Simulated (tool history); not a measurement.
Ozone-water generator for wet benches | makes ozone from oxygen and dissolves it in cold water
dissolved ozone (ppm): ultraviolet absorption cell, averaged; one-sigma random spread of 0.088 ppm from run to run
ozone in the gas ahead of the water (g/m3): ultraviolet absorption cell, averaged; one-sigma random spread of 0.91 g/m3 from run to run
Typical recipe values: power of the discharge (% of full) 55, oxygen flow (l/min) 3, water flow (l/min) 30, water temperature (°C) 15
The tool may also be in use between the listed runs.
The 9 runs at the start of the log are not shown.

run,day,power of the discharge (% of full),oxygen flow (l/min),water flow (l/min),water temperature (°C),hours of work since the electrodes were changed,hours of work since the contactor was cleaned,hours of work since the thermometer was calibrated,dissolved ozone (ppm),ozone in the gas ahead of the water (g/m3)
10,9.679,55,3,30,15,740,3401,682,8.84,149.8
11,10.446,55,3,30,15,752,3412,694,8.96,150.1
12,11.721,55,3,30,15,771,3432,713,8.81,149.4
13,12.592,55,3,30,15,785,3445,727,9.07,148.1
14,13.417,66,3,30,15,797,3457,739,10.34,175.4
15,14.842,55,3,30,7,819,3479,761,9.44,149.7
16,16.129,55,4.36,30,7,838,3499,780,10.16,122.1
17,16.742,55,4.36,30,7,848,3508,790,10.12,120.7
# day 17.667: contactor cleaned
18,17.812,55,2.08,30,7,862,2,804,8.85,185.4
19,19.262,51,4.29,30,12,884,24,826,9.4,115.8
20,20.062,51,4.29,30,12,896,37,838,9.67,114.1
21,20.783,55,1.72,25,15,907,47,849,10.02,206.5
22,21.479,55,1.72,25,15,917,58,859,9.91,205.1
23,22.533,55,3.62,40,15,934,74,876,7.05,135.2
24,23.571,55,3.62,40,15,949,90,891,7.15,134.2
25,24.175,78,2.82,36,22,959,99,901,9.51,205.9
26,25.508,78,2.82,36,22,979,120,921,9.48,205.7
27,26.6,78,2.82,36,22,996,136,938,9.57,204
28,27.204,55,3,34,9,1005,145,947,8.29,149.9
29,28.662,55,3,23,15,1027,168,969,12.07,149.9
30,29.617,55,3,23,15,1041,182,984,12.18,150.4
31,30.562,63,3,26,11,1056,197,998,12.47,166.9
32,31.608,63,3,26,10,1072,212,1014,12.43,167.1
33,32.471,63,3,26,10,1085,226,1027,12.35,168.4

Branching from run 33: 3 alternative next runs. What would each branch give?
A,33.525,42,3,38,15,1101,242,1043,?,?
B,33.525,63,3,24,10,1101,242,1043,?,?
C,33.525,98,3,26,10,1101,242,1043,?,?

run,dissolved ozone (ppm),ozone in the gas ahead of the water (g/m3)
A,5.74,120.4
B,13.4,165.9
C,17.84,236.6
The same runs, with their run-to-run variation unchanged, on a tool lacking any hidden condition would have given:
run,dissolved ozone (ppm),ozone in the gas ahead of the water (g/m3)
A,5.82,121.2
B,13.61,167.6
C,18.2,239.9
